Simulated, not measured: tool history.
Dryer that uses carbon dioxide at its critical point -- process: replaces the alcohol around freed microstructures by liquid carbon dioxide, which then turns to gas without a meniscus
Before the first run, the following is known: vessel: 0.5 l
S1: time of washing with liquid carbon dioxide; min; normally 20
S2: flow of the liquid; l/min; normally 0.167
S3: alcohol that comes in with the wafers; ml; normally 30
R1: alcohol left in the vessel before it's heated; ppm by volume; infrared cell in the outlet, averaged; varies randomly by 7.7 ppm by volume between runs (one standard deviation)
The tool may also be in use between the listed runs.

run	day	S1	S2	S3	R1
1	0	20	0.167	30	540
2	0.512	20	0.167	30	542
3	1.142	20	0.167	30	529
4	1.775	20	0.167	30	544
5	2.142	20	0.167	30	544
6	2.608	20	0.167	30	548
7	3.167	20	0.167	30	575
8	3.746	32	0.167	30	60
9	4.396	32	0.167	30	66
10	4.746	20	0.17	30	523
11	5.329	20	0.17	30	535
12	5.883	20	0.167	30	580
13	6.296	20	0.169	30	574
14	6.762	20	0.169	30	560
15	7.05	20	0.169	30	566
16	7.417	20	0.111	62	5134
17	8.058	16	0.124	23	2778
18	8.621	30	0.143	31	191
19	9.233	21	0.167	39	622
20	9.85	28	0.167	114	394
21	10.175	28	0.167	114	394
22	10.512	28	0.167	114	401
23	10.954	28	0.167	114	403
24	11.588	13	0.207	45	2313
25	11.9	13	0.207	45	2399

The next listed run, before its measurement:
26	12.308	13	0.111	61	?

R1: 16328 ppm by volume
With the hidden condition absent and the run-to-run variation left alone, this run would have shown R1 13289 ppm by volume.
